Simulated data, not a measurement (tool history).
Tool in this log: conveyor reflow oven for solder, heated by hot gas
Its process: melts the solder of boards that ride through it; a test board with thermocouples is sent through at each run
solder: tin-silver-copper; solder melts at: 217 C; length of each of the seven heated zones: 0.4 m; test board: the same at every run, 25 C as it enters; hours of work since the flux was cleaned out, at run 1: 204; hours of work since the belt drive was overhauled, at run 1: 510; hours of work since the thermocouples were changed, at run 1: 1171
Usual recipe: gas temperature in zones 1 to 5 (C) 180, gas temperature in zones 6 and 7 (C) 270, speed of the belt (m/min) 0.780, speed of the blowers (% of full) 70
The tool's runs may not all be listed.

run	hour	gas temperature in zones 1 to 5 (C)	gas temperature in zones 6 and 7 (C)	speed of the belt (m/min)	speed of the blowers (% of full)	hours of work since the flux was cleaned out	hours of work since the belt drive was overhauled	hours of work since the thermocouples were changed	highest temperature of the board (C)	time above the solder's melting point (s)
1	0.0	180	270	0.780	70	204	510	1171	248.0	43.5
2	99.3	180	270	0.780	70	274	581	1241	246.5	42.6
3	149.6	180	270	0.780	70	310	617	1277	244.8	42.6
4	242.2	169	270	0.780	70	375	682	1342	243.7	36.5
# hour 267.9: thermocouples of zones 6 and 7 changed
# hour 299.0: flux residue cleaned out of gas plates and filters
5	346.7	169	270	0.780	70	34	751	52	250.3	43.3
6	412.9	180	270	0.780	75	81	798	99	253.3	48.4
# hour 427.9: belt drive overhauled, speed set with a stopwatch
7	502.3	180	270	0.780	75	141	53	160	250.7	45.8
8	583.0	180	270	0.780	75	198	110	217	251.9	46.0
9	677.8	180	270	0.780	74	266	177	284	250.8	46.4
10	740.0	180	270	0.780	74	310	221	328	248.3	45.1
11	840.3	180	270	0.780	74	381	292	399	248.1	44.5
# hour 887.2: flux residue cleaned out of gas plates and filters
12	904.0	180	270	0.780	70	12	334	441	251.2	46.0
13	1003.5	180	270	0.780	70	82	404	511	249.7	45.5
14	1047.0	180	270	0.780	70	113	435	542	249.3	45.9
15	1098.6	170	270	0.780	70	150	472	579	247.6	41.0
16	1158.8	170	269	0.780	70	193	515	622	245.9	40.2
17	1245.6	180	275	0.694	70	254	576	683	255.9	56.6
18	1300.0	180	275	0.694	70	293	615	722	256.5	56.3
19	1372.2	180	279	0.694	64	344	666	773	256.9	56.7
# hour 1473.3: flux residue cleaned out of gas plates and filters
20	1473.3	180	279	0.694	64	0	734	841	260.6	59.8
21	1543.3	180	270	0.813	70	50	784	891	248.7	43.9
# hour 1579.6: belt drive overhauled, speed set with a stopwatch
22	1609.8	180	263	0.704	57	94	21	935	242.8	45.3
23	1691.1	180	263	0.704	57	152	79	993	242.9	45.1
24	1735.4	180	263	0.704	57	183	110	1024	242.9	44.6
25	1817.2	192	270	0.780	53	241	168	1082	245.5	43.9
26	1875.9	185	277	0.761	60	283	210	1123	253.3	49.0
27	1930.4	188	266	0.666	72	321	249	1162	249.5	59.4
28	2016.1	188	266	0.742	72	382	309	1223	246.7	50.1
# hour 2063.7: flux residue cleaned out of gas plates and filters
29	2112.5	192	266	0.742	62	35	374	1288	247.5	51.5

Here are 5 independent what-if runs from the current tool condition. What would each one return?
A	2179.5	176	266	0.760	76	82	422	1335	?	?
B	2179.5	182	267	0.780	70	82	422	1335	?	?
C	2179.5	180	270	0.660	53	82	422	1335	?	?
D	2179.5	172	266	0.742	62	82	422	1335	?	?
E	2179.5	192	266	0.813	55	82	422	1335	?	?

run	highest temperature of the board (C)	time above the solder's melting point (s)
A	246.7	43.5
B	246.6	43.6
C	249.7	53.2
D	243.2	40.4
E	242.8	41.3
The same runs, with their run-to-run variation unchanged, on a tool lacking any hidden condition would have given:
run	highest temperature of the board (C)	time above the solder's melting point (s)
A	250.3	45.6
B	250.1	45.6
C	253.0	55.1
D	246.7	42.9
E	245.9	43.4
